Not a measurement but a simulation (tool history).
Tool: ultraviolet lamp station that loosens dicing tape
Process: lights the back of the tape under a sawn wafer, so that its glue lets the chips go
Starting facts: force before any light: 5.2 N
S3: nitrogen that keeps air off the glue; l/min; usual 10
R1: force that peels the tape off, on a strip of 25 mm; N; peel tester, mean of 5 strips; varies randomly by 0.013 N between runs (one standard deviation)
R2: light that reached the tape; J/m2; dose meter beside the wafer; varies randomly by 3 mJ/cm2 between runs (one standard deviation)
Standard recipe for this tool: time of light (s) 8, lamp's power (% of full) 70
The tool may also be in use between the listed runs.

{"run": 1, "hour": 0.0, "time of light (s)": 8, "lamp's power (% of full)": 70, "S3": 10, "R1": 0.833, "R2": 3670}
{"run": 2, "hour": 5.0, "time of light (s)": 8, "lamp's power (% of full)": 70, "S3": 6, "R1": 1.04, "R2": 3680}
{"run": 3, "hour": 13.3, "time of light (s)": 10, "lamp's power (% of full)": 70, "S3": 10, "R1": 0.573, "R2": 4600}
{"run": 4, "hour": 19.3, "time of light (s)": 8, "lamp's power (% of full)": 70, "S3": 10, "R1": 0.836, "R2": 3680}
{"hour": 20.4, "done": "window cleaned of glue's vapour"}
{"run": 5, "hour": 28.1, "time of light (s)": 4, "lamp's power (% of full)": 70, "S3": 10, "R1": 2.324, "R2": 1600}
{"run": 6, "hour": 33.9, "time of light (s)": 4, "lamp's power (% of full)": 70, "S3": 10, "R1": 2.352, "R2": 1610}
{"run": 7, "hour": 37.9, "time of light (s)": 4, "lamp's power (% of full)": 70, "S3": 10, "R1": 2.347, "R2": 1620}
{"run": 8, "hour": 43.3, "time of light (s)": 4, "lamp's power (% of full)": 70, "S3": 10, "R1": 2.4, "R2": 1660}
{"hour": 50.2, "done": "window cleaned of glue's vapour, once more"}
{"run": 9, "hour": 50.2, "time of light (s)": 14, "lamp's power (% of full)": 92, "S3": 10, "R1": 0.112, "R2": 10260}
{"run": 10, "hour": 57.2, "time of light (s)": 7, "lamp's power (% of full)": 78, "S3": 4, "R1": 0.983, "R2": 4290}
{"run": 11, "hour": 65.8, "time of light (s)": 7, "lamp's power (% of full)": 78, "S3": 4, "R1": 0.967, "R2": 4250}
{"run": 12, "hour": 71.0, "time of light (s)": 15, "lamp's power (% of full)": 93, "S3": 12, "R1": 0.099, "R2": 11080}

Alternative continuations, all from the tool just after run 12; predict every row:
{"run": "A", "hour": 79.1, "time of light (s)": 15, "lamp's power (% of full)": 93, "S3": 4, "R1": "?", "R2": "?"}
{"run": "B", "hour": 79.1, "time of light (s)": 11, "lamp's power (% of full)": 93, "S3": 15, "R1": "?", "R2": "?"}
{"run": "C", "hour": 79.1, "time of light (s)": 5, "lamp's power (% of full)": 94, "S3": 6, "R1": "?", "R2": "?"}
{"run": "D", "hour": 79.1, "time of light (s)": 14, "lamp's power (% of full)": 98, "S3": 4, "R1": "?", "R2": "?"}

run=A R1=0.151 R2=10970
run=B R1=0.144 R2=8010
run=C R1=1.059 R2=3690
run=D R1=0.148 R2=10890
Take away the tool's hidden state, keep each run's random variation, and the runs would have read:
run=A R1=0.142 R2=11350
run=B R1=0.135 R2=8290
run=C R1=1.004 R2=3820
run=D R1=0.138 R2=11280

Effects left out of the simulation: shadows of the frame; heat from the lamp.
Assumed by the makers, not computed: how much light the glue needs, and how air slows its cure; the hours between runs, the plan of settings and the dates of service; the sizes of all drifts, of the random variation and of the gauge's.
